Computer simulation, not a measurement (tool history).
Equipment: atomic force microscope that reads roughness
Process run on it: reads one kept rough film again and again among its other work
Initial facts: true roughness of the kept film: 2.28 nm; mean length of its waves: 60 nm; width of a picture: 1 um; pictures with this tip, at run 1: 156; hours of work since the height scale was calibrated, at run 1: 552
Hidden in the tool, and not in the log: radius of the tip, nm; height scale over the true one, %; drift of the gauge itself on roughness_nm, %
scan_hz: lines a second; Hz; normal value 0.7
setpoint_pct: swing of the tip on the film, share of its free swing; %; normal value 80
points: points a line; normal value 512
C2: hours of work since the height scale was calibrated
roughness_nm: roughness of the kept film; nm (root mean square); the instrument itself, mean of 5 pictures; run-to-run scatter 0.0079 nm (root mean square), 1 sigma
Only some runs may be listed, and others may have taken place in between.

{"run": 1, "hour": 0.0, "scan_hz": 0.7, "setpoint_pct": 80, "points": 512, "pictures with this tip": 156, "C2": 552, "roughness_nm": 1.976}
{"hour": 12.3, "done": "new tip fitted"}
{"run": 2, "hour": 40.7, "scan_hz": 0.7, "setpoint_pct": 80, "points": 512, "pictures with this tip": 42, "C2": 569, "roughness_nm": 2.034}
{"run": 3, "hour": 82.1, "scan_hz": 0.7, "setpoint_pct": 80, "points": 512, "pictures with this tip": 103, "C2": 587, "roughness_nm": 2.001}
{"run": 4, "hour": 109.4, "scan_hz": 0.7, "setpoint_pct": 80, "points": 512, "pictures with this tip": 144, "C2": 599, "roughness_nm": 1.962}
{"hour": 130.2, "done": "new tip fitted"}
{"run": 5, "hour": 150.7, "scan_hz": 0.507, "setpoint_pct": 80, "points": 512, "pictures with this tip": 31, "C2": 616, "roughness_nm": 2.084}
{"run": 6, "hour": 188.6, "scan_hz": 2.052, "setpoint_pct": 80, "points": 512, "pictures with this tip": 87, "C2": 633, "roughness_nm": 1.811}
{"run": 7, "hour": 228.5, "scan_hz": 2.052, "setpoint_pct": 80, "points": 512, "pictures with this tip": 146, "C2": 650, "roughness_nm": 1.773}
{"hour": 246.8, "done": "new tip fitted"}
{"run": 8, "hour": 278.9, "scan_hz": 2.052, "setpoint_pct": 60, "points": 512, "pictures with this tip": 47, "C2": 671, "roughness_nm": 2.028}
{"run": 9, "hour": 318.8, "scan_hz": 0.7, "setpoint_pct": 80, "points": 512, "pictures with this tip": 106, "C2": 688, "roughness_nm": 1.991}
{"hour": 324.2, "done": "height scale calibrated on a step standard"}
{"run": 10, "hour": 357.9, "scan_hz": 0.7, "setpoint_pct": 80, "points": 512, "pictures with this tip": 163, "C2": 14, "roughness_nm": 1.945}
{"hour": 363.2, "done": "new tip fitted"}
{"run": 11, "hour": 406.6, "scan_hz": 0.7, "setpoint_pct": 80, "points": 512, "pictures with this tip": 64, "C2": 35, "roughness_nm": 2.005}
{"run": 12, "hour": 429.6, "scan_hz": 0.7, "setpoint_pct": 80, "points": 512, "pictures with this tip": 98, "C2": 45, "roughness_nm": 1.983}
{"run": 13, "hour": 462.5, "scan_hz": 0.7, "setpoint_pct": 80, "points": 512, "pictures with this tip": 147, "C2": 59, "roughness_nm": 1.955}
{"hour": 478.9, "done": "new tip fitted"}
{"run": 14, "hour": 514.9, "scan_hz": 0.856, "setpoint_pct": 80, "points": 298, "pictures with this tip": 53, "C2": 82, "roughness_nm": 1.979}
{"hour": 536.6, "done": "height scale calibrated on a step standard, once more"}
{"run": 15, "hour": 560.9, "scan_hz": 0.7, "setpoint_pct": 56, "points": 299, "pictures with this tip": 120, "C2": 10, "roughness_nm": 2.111}
{"hour": 595.3, "done": "new tip fitted"}
{"run": 16, "hour": 595.3, "scan_hz": 0.84, "setpoint_pct": 80, "points": 387, "pictures with this tip": 0, "C2": 25, "roughness_nm": 2.06}

Run 17 has not been measured yet. What should we expect?
{"run": 17, "hour": 634.8, "scan_hz": 3.475, "setpoint_pct": 73, "points": 912, "pictures with this tip": 58, "C2": 42, "roughness_nm": "?"}

{"run 17": {"roughness_nm": 1.798}}
The same run, on a tool lacking any hidden state, would have yielded roughness_nm 1.835 nm (root mean square).
